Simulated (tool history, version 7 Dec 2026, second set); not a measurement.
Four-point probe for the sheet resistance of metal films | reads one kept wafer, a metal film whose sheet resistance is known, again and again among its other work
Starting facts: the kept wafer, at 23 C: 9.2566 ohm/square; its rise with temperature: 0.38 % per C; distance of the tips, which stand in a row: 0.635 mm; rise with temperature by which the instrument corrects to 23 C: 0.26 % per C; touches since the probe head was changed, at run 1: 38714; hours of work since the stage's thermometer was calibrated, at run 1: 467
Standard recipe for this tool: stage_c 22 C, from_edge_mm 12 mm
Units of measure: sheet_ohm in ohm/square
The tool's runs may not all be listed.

run,hour,stage_c,from_edge_mm,touches since the probe head was changed,hours of work since the stage's thermometer was calibrated,sheet_ohm
1,0,22,12,38714,467,9.340914
2,50.9,22,12,39607,498,9.34058
3,121.6,22,5,40846,541,9.409623
4,191.1,22,5,42065,583,9.410066
5,238.1,22,12,42889,612,9.342448
6,273,22,12,43501,633,9.3424
7,314.8,22,12,44234,658,9.347906
8,387.6,33,12,45510,702,9.471981
9,453.9,33,12,46672,743,9.471992
10,506.5,22,12,47595,775,9.344986
11,539.8,22,34,48179,795,9.33722
12,580.1,22,34,48886,819,9.339852
13,640.5,22,34,49944,856,9.337006
14,697.6,30,12,50945,891,9.446889
15,737.8,22,12,51651,915,9.351692
16,797,22,12,52689,951,9.351364
17,838.6,22,12,53418,977,9.355327
18,909.5,20,12,54660,1020,9.331921
19,973.3,20,12,55780,1058,9.331326
20,1044.7,22,12,57032,1102,9.352905
21,1081.4,22,12,57676,1124,9.3576
22,1152.5,22,12,58922,1167,9.354085
23,1227.1,30,12,60230,1213,9.453018
24,1276.3,30,12,61092,1242,9.455338
25,1340.9,22,7,62225,1282,9.384523
26,1409.8,29,46,63434,1324,9.42643
27,1445,21,67,64050,1345,9.333359
28,1488.4,21,67,64812,1371,9.337287
29,1557.7,22,8,66027,1413,9.387492
30,1608.3,33,74,66913,1444,9.477345
31,1676.2,29,19,68105,1485,9.436826
# hour 1683.4: stage's thermometer calibrated
32,1743.8,29,19,69281,37,9.446677
33,1807.5,23,7,70398,75,9.412956
34,1860.2,32,7,71322,107,9.516032
35,1921.4,32,7,72395,145,9.519017
# hour 1992.5: stage's thermometer calibrated, once more
36,1994.1,29,44,73660,1,9.428969
37,2028,22,10,74255,22,9.363457
38,2087.6,22,10,75300,58,9.367772
39,2156.3,26,8,76504,100,9.426464
40,2193.9,24,43,77163,122,9.371747
41,2253.2,24,43,78205,158,9.371896
42,2320.1,23,7,79377,199,9.400969
43,2380.7,23,7,80440,236,9.404024
44,2426,22,14,81233,263,9.361509
45,2472,31,13,82041,291,9.470407

Had the tool no unlogged condition, and each run kept its random variation, what would the results have been?
The hidden state here: inner tips' distance over the nominal, %; tips' flats over new ones', %; wafer's true temperature over the reading, C; drift of the gauge itself on sheet_ohm, %.
run,sheet_ohm
1,9.259448
2,9.258341
3,9.325752
4,9.325206
5,9.257471
6,9.256945
7,9.261773
8,9.383808
9,9.382891
10,9.256104
11,9.247918
12,9.249954
13,9.246274
14,9.3544
15,9.25937
16,9.258182
17,9.261473
18,9.237266
19,9.235711
20,9.256082
21,9.26024
22,9.255719
23,9.352824
24,9.354438
25,9.283167
26,9.323878
27,9.231021
28,9.234237
29,9.28292
30,9.371478
31,9.330216
32,9.332957
33,9.298357
34,9.399961
35,9.401996
36,9.327813
37,9.262468
38,9.26584
39,9.322956
40,9.26819
41,9.267516
42,9.295275
43,9.297471
44,9.254757
45,9.36183
